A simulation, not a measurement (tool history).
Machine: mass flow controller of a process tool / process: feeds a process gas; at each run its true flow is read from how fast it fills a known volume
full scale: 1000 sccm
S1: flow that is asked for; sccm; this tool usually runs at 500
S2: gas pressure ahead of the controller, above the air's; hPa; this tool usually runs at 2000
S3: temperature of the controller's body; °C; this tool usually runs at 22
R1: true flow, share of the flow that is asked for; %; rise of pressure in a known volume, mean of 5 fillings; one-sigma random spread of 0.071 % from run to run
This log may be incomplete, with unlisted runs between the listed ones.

Run 1, hour 0: usual settings. Result: R1 99.95 %.
Run 2, hour 68.2: usual settings. Result: R1 99.77 %.
Run 3, hour 139.9: usual settings but S2 2110 hPa. Result: R1 99.86 %.
Run 4, hour 172.7: usual settings but S2 2300 hPa. Result: R1 99.91 %.
Run 5, hour 215: usual settings but S2 2300 hPa. Result: R1 100.06 %.
Run 6, hour 261.6: usual settings. Result: R1 99.82 %.
Run 7, hour 329.8: usual settings. Result: R1 99.76 %.
Run 8, hour 387.5: usual settings. Result: R1 99.87 %.
Run 9, hour 464.5: usual settings. Result: R1 99.91 %.
Run 10, hour 509.2: usual settings but S2 2180 hPa. Result: R1 100.04 %.
Run 11, hour 547.7: usual settings. Result: R1 99.87 %.
Run 12, hour 616.3: usual settings. Result: R1 99.68 %.
Run 13, hour 678.3: usual settings. Result: R1 99.8 %.
Run 14, hour 757.8: usual settings. Result: R1 99.88 %.
Run 15, hour 825.2: usual settings. Result: R1 99.76 %.
Run 16, hour 881.1: usual settings. Result: R1 99.71 %.
Run 17, hour 935.1: usual settings. Result: R1 99.87 %.
Run 18, hour 1005.4: usual settings. Result: R1 99.87 %.
Run 19, hour 1038.9: usual settings. Result: R1 99.85 %.
Run 20, hour 1108.6: usual settings but S1 122 sccm, S2 2150 hPa. Result: R1 99.68 %.
Run 21, hour 1154.8: usual settings but S2 1940 hPa. Result: R1 99.84 %.
Run 22, hour 1219.7: usual settings but S2 1940 hPa. Result: R1 99.74 %.
Run 23, hour 1286.9: usual settings but S1 729 sccm, S2 2170 hPa. Result: R1 100.1 %.
Run 24, hour 1332.2: usual settings but S1 729 sccm, S2 2170 hPa. Result: R1 100.11 %.
Run 25, hour 1396.5: usual settings but S1 729 sccm, S2 2170 hPa. Result: R1 100.06 %.
Run 26, hour 1474.2: usual settings but S1 157 sccm, S2 1780 hPa, S3 34 °C. Result: R1 98.81 %.
Run 27, hour 1539.1: usual settings but S1 157 sccm, S2 1780 hPa, S3 34 °C. Result: R1 98.76 %.
Run 28, hour 1600.1: usual settings but S1 388 sccm, S2 1750 hPa, S3 28 °C. Result: R1 99.34 %.
Run 29, hour 1647.5: usual settings but S1 388 sccm, S2 1750 hPa, S3 28 °C. Result: R1 99.2 %.
Run 30, hour 1703.4: usual settings but S2 1650 hPa. Result: R1 99.78 %.
Run 31, hour 1765.4: usual settings but S1 482 sccm, S2 1470 hPa. Result: R1 99.53 %.
Run 32, hour 1809.3: usual settings but S1 209 sccm. Result: R1 99.66 %.
Run 33, hour 1880.9: usual settings but S1 209 sccm. Result: R1 99.57 %.
Run 34, hour 1919: usual settings but S1 333 sccm, S2 1670 hPa. Result: R1 99.57 %.
Run 35, hour 1979: usual settings but S1 333 sccm, S2 1670 hPa. Result: R1 99.56 %.
Run 36, hour 2055.3: usual settings but S1 248 sccm. Result: R1 99.72 %.
Run 37, hour 2129.1: usual settings but S1 248 sccm. Result: R1 99.69 %.

Consider 4 possible next runs. They are alternatives, not a sequence: every one starts from the tool as it was left by run 37. What does each give?
Run A, hour 2162.6: usual settings but S1 181 sccm, S3 36 °C. Result: R1 ?.
Run B, hour 2162.6: usual settings but S1 248 sccm, S2 2600 hPa, S3 27 °C. Result: R1 ?.
Run C, hour 2162.6: usual settings but S1 136 sccm, S2 2210 hPa. Result: R1 ?.
Run D, hour 2162.6: usual settings but S1 248 sccm, S2 2020 hPa. Result: R1 ?.

run     R1
  A  98.69
  B  99.69
  C   99.6
  D   99.7
Had the tool no hidden state, the same runs would have come out as:
run     R1
  A   98.7
  B   99.7
  C  99.61
  D   99.7
